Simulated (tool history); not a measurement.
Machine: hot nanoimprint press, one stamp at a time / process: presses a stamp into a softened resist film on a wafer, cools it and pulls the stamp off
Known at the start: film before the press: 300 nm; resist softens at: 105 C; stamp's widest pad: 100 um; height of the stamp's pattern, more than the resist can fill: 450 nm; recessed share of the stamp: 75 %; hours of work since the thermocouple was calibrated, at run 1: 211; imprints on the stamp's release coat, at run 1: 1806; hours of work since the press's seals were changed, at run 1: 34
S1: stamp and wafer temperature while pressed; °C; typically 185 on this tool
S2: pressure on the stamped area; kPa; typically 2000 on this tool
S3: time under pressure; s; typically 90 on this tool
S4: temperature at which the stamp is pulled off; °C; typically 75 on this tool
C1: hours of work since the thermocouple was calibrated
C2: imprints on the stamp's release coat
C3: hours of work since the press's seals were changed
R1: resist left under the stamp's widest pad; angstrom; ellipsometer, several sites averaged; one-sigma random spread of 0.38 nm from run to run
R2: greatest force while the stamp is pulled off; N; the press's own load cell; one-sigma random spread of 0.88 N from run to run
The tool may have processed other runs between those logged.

run	hour	S1	S2	S3	S4	C1	C2	C3	R1	R2
1	0	185	2000	90	75	211	1806	34	1278	102.6
2	20	185	2000	90	75	226	1882	49	1277	101
3	44.6	185	2000	90	75	244	1975	67	1274	102
4	58.9	185	2000	90	75	254	2029	78	1277	101.8
5	84.1	195	2000	90	75	273	2124	96	948	102.1
6	111.5	185	2000	90	75	293	2228	117	1274	103
# hour 123.2: stamp cleaned and given a new release coat
7	136.8	185	2000	90	75	307	51	131	1277	101.3
8	159.1	185	2000	90	74	324	136	147	1267	102.7
9	171.6	186	2000	90	74	333	183	157	1228	103.9
10	195.8	186	2000	90	74	351	275	175	1231	102.5
11	207.7	186	2000	90	74	360	320	183	1231	104
12	226.9	185	2000	87	75	374	392	197	1289	103.4
13	247	185	2000	87	75	389	469	212	1282	100.8
14	264.6	183	2000	90	77	402	535	225	1349	100
15	289.5	183	2000	90	77	420	629	244	1337	101.4
16	307.1	193	2000	120	75	433	696	257	883	101.8
17	330.8	185	2000	90	71	451	786	274	1266	105.8
18	357.1	185	2000	90	71	470	886	294	1262	105.5
19	369	178	2000	165	66	479	931	303	1243	111.9
20	397.6	181	2000	50	80	500	1039	324	1751	97
21	418.5	181	2000	50	80	516	1118	339	1751	97.2
22	432.9	180	2310	90	75	526	1173	350	1381	102
23	460.5	180	2960	81	77	547	1277	370	1300	100.2
24	473.4	185	1290	152	73	556	1326	380	1247	104.8

Each row is a separate what-if for the run after 24, all from the same tool condition, not one after another. Results?
A	489	192	1290	152	79	568	1385	391	?	?
B	489	185	1290	59	73	568	1385	391	?	?
C	489	185	1290	59	68	568	1385	391	?	?
D	489	185	2800	74	73	568	1385	391	?	?

run	R1	R2
A	999	98.2
B	1750	102.5
C	1747	110.3
D	1166	104.6
With no hidden state in the tool, these same runs would have given:
run	R1	R2
A	1017	97.8
B	1781	102.1
C	1777	109.8
D	1186	104.2
